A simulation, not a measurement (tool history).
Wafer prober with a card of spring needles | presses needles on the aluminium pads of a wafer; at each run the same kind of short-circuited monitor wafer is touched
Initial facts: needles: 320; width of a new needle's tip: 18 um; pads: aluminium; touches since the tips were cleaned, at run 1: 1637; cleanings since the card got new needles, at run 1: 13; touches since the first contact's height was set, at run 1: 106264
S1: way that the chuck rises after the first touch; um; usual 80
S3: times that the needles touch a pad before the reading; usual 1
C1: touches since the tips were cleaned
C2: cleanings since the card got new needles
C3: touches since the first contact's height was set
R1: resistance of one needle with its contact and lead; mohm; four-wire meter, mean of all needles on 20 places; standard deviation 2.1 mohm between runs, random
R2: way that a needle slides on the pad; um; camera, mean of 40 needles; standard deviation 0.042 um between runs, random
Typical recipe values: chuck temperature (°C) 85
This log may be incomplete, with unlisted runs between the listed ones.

Run 1, hour 0.0: usual settings; C1 1637; C2 13; C3 106264. Result: R1 253 mohm, R2 18.09 um.
At hour 10.4: tips cleaned on abrasive film.
At hour 20.8: tips cleaned on abrasive film.
Run 2, hour 22.8: usual settings but chuck temperature (°C) 94; C1 1363; C2 15; C3 121918. Result: R1 249 mohm, R2 18.13 um.
At hour 32.7: tips cleaned on abrasive film.
At hour 45.4: tips cleaned on abrasive film.
At hour 55.8: tips cleaned on abrasive film.
Run 3, hour 60.9: usual settings but chuck temperature (°C) 94; C1 3537; C2 18; C3 148137. Result: R1 259 mohm, R2 18.03 um.
At hour 68.5: tips cleaned on abrasive film.
At hour 81.1: tips cleaned on abrasive film.
At hour 93.8: tips cleaned on abrasive film.
At hour 106.4: tips cleaned on abrasive film.
Run 4, hour 109.6: usual settings; C1 2247; C2 22; C3 181663. Result: R1 250 mohm, R2 18.03 um.
At hour 117.4: tips cleaned on abrasive film.
At hour 127.9: tips cleaned on abrasive film.
At hour 128.2: height of the first contact set anew.
Run 5, hour 137.9: usual settings; C1 6780; C2 24; C3 6780. Result: R1 268 mohm, R2 18.33 um.
At hour 140.6: tips cleaned on abrasive film.
At hour 151.0: tips cleaned on abrasive film.
At hour 163.8: tips cleaned on abrasive film.
Run 6, hour 171.0: usual settings but chuck temperature (°C) 60; C1 4988; C2 27; C3 29486. Result: R1 265 mohm, R2 18.28 um.
At hour 176.2: tips cleaned on abrasive film.
At hour 186.6: tips cleaned on abrasive film.
At hour 199.1: tips cleaned on abrasive film.
At hour 211.7: tips cleaned on abrasive film.
Run 7, hour 213.0: usual settings but chuck temperature (°C) 60; C1 945; C2 31; C3 58385. Result: R1 232 mohm, R2 18.24 um.
At hour 223.2: tips cleaned on abrasive film.
At hour 235.6: tips cleaned on abrasive film.
Run 8, hour 242.5: usual settings but chuck temperature (°C) 60; C1 4774; C2 33; C3 78691. Result: R1 259 mohm, R2 18.08 um.
At hour 247.8: tips cleaned on abrasive film.
At hour 260.4: tips cleaned on abrasive film.
At hour 273.4: tips cleaned on abrasive film.
Run 9, hour 279.5: usual settings but chuck temperature (°C) 60; C1 4239; C2 36; C3 104143. Result: R1 262 mohm, R2 18.15 um.
At hour 284.8: tips cleaned on abrasive film.
At hour 297.0: tips cleaned on abrasive film.
At hour 309.9: tips cleaned on abrasive film.
At hour 322.7: tips cleaned on abrasive film.
Run 10, hour 327.0: usual settings but chuck temperature (°C) 60; C1 2974; C2 40; C3 136785. Result: R1 253 mohm, R2 18.02 um.
At hour 334.8: tips cleaned on abrasive film.
At hour 345.2: tips cleaned on abrasive film.
At hour 357.8: tips cleaned on abrasive film.
Run 11, hour 360.8: usual settings but chuck temperature (°C) 60; C1 2114; C2 43; C3 160027. Result: R1 251 mohm, R2 18.01 um.
At hour 368.6: tips cleaned on abrasive film.
At hour 379.0: tips cleaned on abrasive film.
Run 12, hour 384.7: usual settings but chuck temperature (°C) 60; C1 3954; C2 45; C3 176483. Result: R1 260 mohm, R2 17.96 um.
At hour 389.6: tips cleaned on abrasive film.
At hour 402.6: tips cleaned on abrasive film.
At hour 410.6: height of the first contact set anew.
At hour 415.9: tips cleaned on abrasive film.
Run 13, hour 422.1: usual settings but chuck temperature (°C) 36; C1 4365; C2 48; C3 7937. Result: R1 254 mohm, R2 18.32 um.
At hour 427.4: tips cleaned on abrasive film.
At hour 440.0: tips cleaned on abrasive film.
Run 14, hour 448.4: usual settings but S1 61 um; C1 5834; C2 50; C3 25980. Result: R1 299 mohm, R2 13.91 um.
At hour 451.0: tips cleaned on abrasive film.
At hour 463.1: tips cleaned on abrasive film.
At hour 473.5: tips cleaned on abrasive film.
At hour 486.4: tips cleaned on abrasive film.
At hour 497.2: tips cleaned on abrasive film.
Run 15, hour 497.2: usual settings but S1 61 um; C1 0; C2 55; C3 59527. Result: R1 242 mohm, R2 13.82 um.
At hour 510.2: tips cleaned on abrasive film.
At hour 522.4: tips cleaned on abrasive film.
At hour 535.0: tips cleaned on abrasive film.
Run 16, hour 541.3: usual settings but S1 97 um, chuck temperature (°C) 38; C1 4413; C2 58; C3 89886. Result: R1 245 mohm, R2 21.97 um.
At hour 546.4: tips cleaned on abrasive film.
At hour 559.4: tips cleaned on abrasive film.
At hour 572.4: tips cleaned on abrasive film.
Run 17, hour 574.7: usual settings but S1 93 um, chuck temperature (°C) 58; C1 1605; C2 61; C3 112826. Result: R1 236 mohm, R2 21.11 um.
At hour 584.1: tips cleaned on abrasive film.
At hour 596.8: tips cleaned on abrasive film.
At hour 609.6: tips cleaned on abrasive film.
Run 18, hour 612.2: usual settings but chuck temperature (°C) 65, S3 2; C1 1829; C2 64; C3 138624. Result: R1 236 mohm, R2 18.05 um.
At hour 622.5: tips cleaned on abrasive film.
At hour 632.9: tips cleaned on abrasive film.
At hour 645.5: tips cleaned on abrasive film.
Run 19, hour 648.8: usual settings but chuck temperature (°C) 65, S3 2; C1 2323; C2 67; C3 163819. Result: R1 236 mohm, R2 18.02 um.
At hour 656.7: tips cleaned on abrasive film.
At hour 669.3: tips cleaned on abrasive film.
Run 20, hour 670.5: usual settings but chuck temperature (°C) 62; C1 854; C2 69; C3 178743. Result: R1 238 mohm, R2 17.97 um.
At hour 680.9: tips cleaned on abrasive film.
At hour 691.5: height of the first contact set anew.
At hour 694.2: tips cleaned on abrasive film.
At hour 706.8: tips cleaned on abrasive film.
At hour 717.4: tips cleaned on abrasive film.
Run 21, hour 717.4: usual settings but chuck temperature (°C) 62; C1 0; C2 73; C3 17751. Result: R1 223 mohm, R2 18.26 um.
At hour 730.0: tips cleaned on abrasive film.
At hour 741.4: tips cleaned on abrasive film.
Run 22, hour 741.4: usual settings but S1 87 um, chuck temperature (°C) 57; C1 0; C2 75; C3 34252. Result: R1 221 mohm, R2 19.80 um.
At hour 753.5: tips cleaned on abrasive film.
At hour 766.0: tips cleaned on abrasive film.
At hour 776.6: tips cleaned on abrasive film.
Run 23, hour 776.6: usual settings but S1 79 um, chuck temperature (°C) 117, S3 2; C1 0; C2 78; C3 58432. Result: R1 238 mohm, R2 17.98 um.
At hour 789.1: tips cleaned on abrasive film.
At hour 801.6: tips cleaned on abrasive film.
At hour 812.0: tips cleaned on abrasive film.
Run 24, hour 821.2: usual settings but S1 79 um, chuck temperature (°C) 117, S3 2; C1 6350; C2 81; C3 89158. Result: R1 260 mohm, R2 17.96 um.
At hour 823.8: tips cleaned on abrasive film.
At hour 836.5: tips cleaned on abrasive film.
At hour 849.0: tips cleaned on abrasive film.
At hour 861.5: tips cleaned on abrasive film.
Run 25, hour 865.5: usual settings but S1 70 um; C1 2746; C2 85; C3 119591. Result: R1 265 mohm, R2 15.75 um.
At hour 873.0: tips cleaned on abrasive film.
At hour 885.6: tips cleaned on abrasive film.
At hour 898.4: tips cleaned on abrasive film.
At hour 910.7: tips cleaned on abrasive film.
Run 26, hour 914.6: usual settings but S1 70 um; C1 2728; C2 89; C3 153406. Result: R1 273 mohm, R2 15.78 um.
At hour 922.2: tips cleaned on abrasive film.
At hour 935.2: tips cleaned on abrasive film.
At hour 947.3: tips cleaned on abrasive film.
At hour 960.0: tips cleaned on abrasive film.
Run 27, hour 961.4: usual settings but S1 70 um; C1 1034; C2 93; C3 185606. Result: R1 252 mohm, R2 15.63 um.

Each row is a separate what-if for the run after 27, all from the same tool condition, not one after another. Results?
At hour 971.5: tips cleaned on abrasive film.
At hour 971.8: height of the first contact set anew.
At hour 984.8: tips cleaned on abrasive film.
At hour 997.7: tips cleaned on abrasive film.
At hour 1010.3: tips cleaned on abrasive film.
Run A, hour 1013.3: usual settings but S1 61 um, chuck temperature (°C) 33; C1 2069; C2 97; C3 28557. Result: R1 ?, R2 ?.
At hour 971.5: tips cleaned on abrasive film.
At hour 971.8: height of the first contact set anew.
At hour 984.8: tips cleaned on abrasive film.
At hour 997.7: tips cleaned on abrasive film.
At hour 1010.3: tips cleaned on abrasive film.
Run B, hour 1013.3: usual settings but S1 99 um, chuck temperature (°C) 45, S3 2; C1 2069; C2 97; C3 28557. Result: R1 ?, R2 ?.
At hour 971.5: tips cleaned on abrasive film.
At hour 971.8: height of the first contact set anew.
At hour 984.8: tips cleaned on abrasive film.
At hour 997.7: tips cleaned on abrasive film.
At hour 1010.3: tips cleaned on abrasive film.
Run C, hour 1013.3: usual settings but S1 71 um, S3 2; C1 2069; C2 97; C3 28557. Result: R1 ?, R2 ?.

run   R1     R2
  A  266  13.92
  B  228  22.63
  C  248  16.18
The same runs, with their run-to-run variation unchanged, on a tool lacking any hidden condition would have given:
run   R1     R2
  A  220  13.96
  B  216  22.67
  C  227  16.22
